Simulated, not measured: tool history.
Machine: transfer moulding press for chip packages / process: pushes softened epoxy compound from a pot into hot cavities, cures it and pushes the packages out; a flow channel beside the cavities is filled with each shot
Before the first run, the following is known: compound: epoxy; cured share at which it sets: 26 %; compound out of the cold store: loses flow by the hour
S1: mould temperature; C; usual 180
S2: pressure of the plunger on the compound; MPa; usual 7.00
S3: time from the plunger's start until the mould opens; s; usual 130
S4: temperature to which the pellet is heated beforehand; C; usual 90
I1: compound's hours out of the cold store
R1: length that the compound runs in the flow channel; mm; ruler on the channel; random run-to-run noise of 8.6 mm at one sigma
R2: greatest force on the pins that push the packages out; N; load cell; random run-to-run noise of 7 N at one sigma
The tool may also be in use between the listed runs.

| run | day | S1 | S2 | S3 | S4 | I1 | R1 | R2 |
|---|---|---|---|---|---|---|---|---|
| 1 | 0.000 | 180 | 7.00 | 130 | 90 | 34.1 | 897 | 280 |
| 2 | 0.817 | 180 | 7.00 | 130 | 90 | 31.7 | 908 | 277 |
| 3 | 1.533 | 180 | 7.00 | 130 | 90 | 39.4 | 868 | 297 |
| 4 | 2.467 | 180 | 7.00 | 130 | 90 | 37.1 | 868 | 280 |
| 5 | 3.700 | 180 | 7.00 | 130 | 90 | 28.6 | 943 | 275 |
| 6 | 4.800 | 180 | 7.00 | 130 | 90 | 17.3 | 1001 | 285 |
| 7 | 5.700 | 180 | 7.00 | 130 | 90 | 24.1 | 944 | 292 |
| 8 | 6.796 | 180 | 7.00 | 148 | 90 | 13.7 | 1033 | 279 |
| 9 | 8.062 | 180 | 7.00 | 148 | 90 | 44.3 | 838 | 251 |
| 10 | 9.183 | 180 | 7.00 | 150 | 90 | 16.2 | 1010 | 247 |
| 11 | 10.321 | 180 | 7.00 | 130 | 90 | 14.2 | 1025 | 275 |
| 12 | 11.625 | 180 | 7.00 | 130 | 90 | 20.6 | 966 | 288 |
| 13 | 13.096 | 180 | 7.00 | 130 | 90 | 45.2 | 837 | 276 |
| 14 | 13.796 | 180 | 6.10 | 130 | 90 | 23.1 | 899 | 285 |
| 15 | 14.662 | 180 | 7.00 | 130 | 95 | 44.5 | 845 | 259 |
| 16 | 15.438 | 180 | 7.70 | 130 | 81 | 28.6 | 985 | 279 |
| 17 | 16.625 | 180 | 7.70 | 130 | 81 | 18.2 | 1055 | 294 |
| 18 | 17.229 | 180 | 6.16 | 148 | 90 | 46.9 | 775 | 258 |
| 19 | 18.421 | 181 | 7.00 | 110 | 92 | 15.4 | 1012 | 347 |
| 20 | 19.004 | 173 | 6.68 | 116 | 92 | 10.2 | 1062 | 586 |
| 21 | 20.046 | 186 | 6.72 | 130 | 82 | 26.7 | 899 | 238 |
| 22 | 21.067 | 180 | 7.00 | 130 | 88 | 38.7 | 862 | 274 |
| 23 | 21.962 | 180 | 7.49 | 146 | 90 | 28.1 | 969 | 272 |
| 24 | 22.900 | 180 | 7.00 | 151 | 96 | 30.1 | 910 | 257 |
| 25 | 23.733 | 180 | 7.00 | 122 | 98 | 26.0 | 943 | 284 |
| 26 | 24.729 | 180 | 7.00 | 122 | 98 | 14.6 | 1024 | 308 |
| 27 | 25.846 | 180 | 7.00 | 122 | 98 | 26.1 | 934 | 299 |

Withheld: 16 entries from between the runs. Position of each, and hidden state at the listed run before versus the listed run after:
After run 3, before run 4: cavities cleaned with cleaning compound and waxed (day 1.796)
  pressure that reaches the compound, % of what is set: 99.9 -> 99.89; grip of the stained cavities, % over clean ones': 0.7 -> 0.3
After run 4, before run 5: cavities cleaned with cleaning compound and waxed (day 3.604)
  pressure that reaches the compound, % of what is set: 99.89 -> 99.88; grip of the stained cavities, % over clean ones': 0.3 -> 0.1
After run 6, before run 7: cavities cleaned with cleaning compound and waxed (day 5.433)
  grip of the stained cavities, % over clean ones': 0.5 -> 0.2
After run 8, before run 9: cavities cleaned with cleaning compound and waxed (day 7.204)
  pressure that reaches the compound, % of what is set: 99.86 -> 99.85; grip of the stained cavities, % over clean ones': 0.6 -> 0.4
After run 9, before run 10: cavities cleaned with cleaning compound and waxed (day 9.017)
  pressure that reaches the compound, % of what is set: 99.85 -> 99.84; grip of the stained cavities, % over clean ones': 0.4 -> 0.1
After run 10, before run 11: plunger's sealing rings changed (day 10.038)
  true mould temperature over the reading, C: -0.01 -> -0.02; pressure that reaches the compound, % of what is set: 99.84 -> 100; grip of the stained cavities, % over clean ones': 0.1 -> 0.5
After run 11, before run 12: cavities cleaned with cleaning compound and waxed (day 10.962)
  pressure that reaches the compound, % of what is set: 100 -> 99.99; grip of the stained cavities, % over clean ones': 0.5 -> 0.3
After run 12, before run 13: cavities cleaned with cleaning compound and waxed (day 12.808)
  pressure that reaches the compound, % of what is set: 99.99 -> 99.97; grip of the stained cavities, % over clean ones': 0.3 -> 0.2
After run 14, before run 15: cavities cleaned with cleaning compound and waxed (day 14.638)
  pressure that reaches the compound, % of what is set: 99.97 -> 99.96; grip of the stained cavities, % over clean ones': 0.5 -> 0
After run 16, before run 17: cavities cleaned with cleaning compound and waxed (day 16.417)
  pressure that reaches the compound, % of what is set: 99.95 -> 99.94; grip of the stained cavities, % over clean ones': 0.4 -> 0.1
After run 18, before run 19: cavities cleaned with cleaning compound and waxed (day 18.196)
  pressure that reaches the compound, % of what is set: 99.94 -> 99.93; grip of the stained cavities, % over clean ones': 0.4 -> 0.1
After run 20, before run 21: cavities cleaned with cleaning compound and waxed (day 20.046)
  pressure that reaches the compound, % of what is set: 99.92 -> 99.91; grip of the stained cavities, % over clean ones': 0.4 -> 0
After run 22, before run 23: cavities cleaned with cleaning compound and waxed (day 21.904)
  pressure that reaches the compound, % of what is set: 99.91 -> 99.9; grip of the stained cavities, % over clean ones': 0.5 -> 0
After run 24, before run 25: cavities cleaned with cleaning compound and waxed (day 23.700)
  pressure that reaches the compound, % of what is set: 99.89 -> 99.88; grip of the stained cavities, % over clean ones': 0.5 -> 0
After run 25, before run 26: mould's thermocouples calibrated (day 24.050)
  true mould temperature over the reading, C: -0.02 -> 0; grip of the stained cavities, % over clean ones': 0 -> 0.5
After run 26, before run 27: cavities cleaned with cleaning compound and waxed (day 25.592)
  pressure that reaches the compound, % of what is set: 99.88 -> 99.87; grip of the stained cavities, % over clean ones': 0.5 -> 0.2
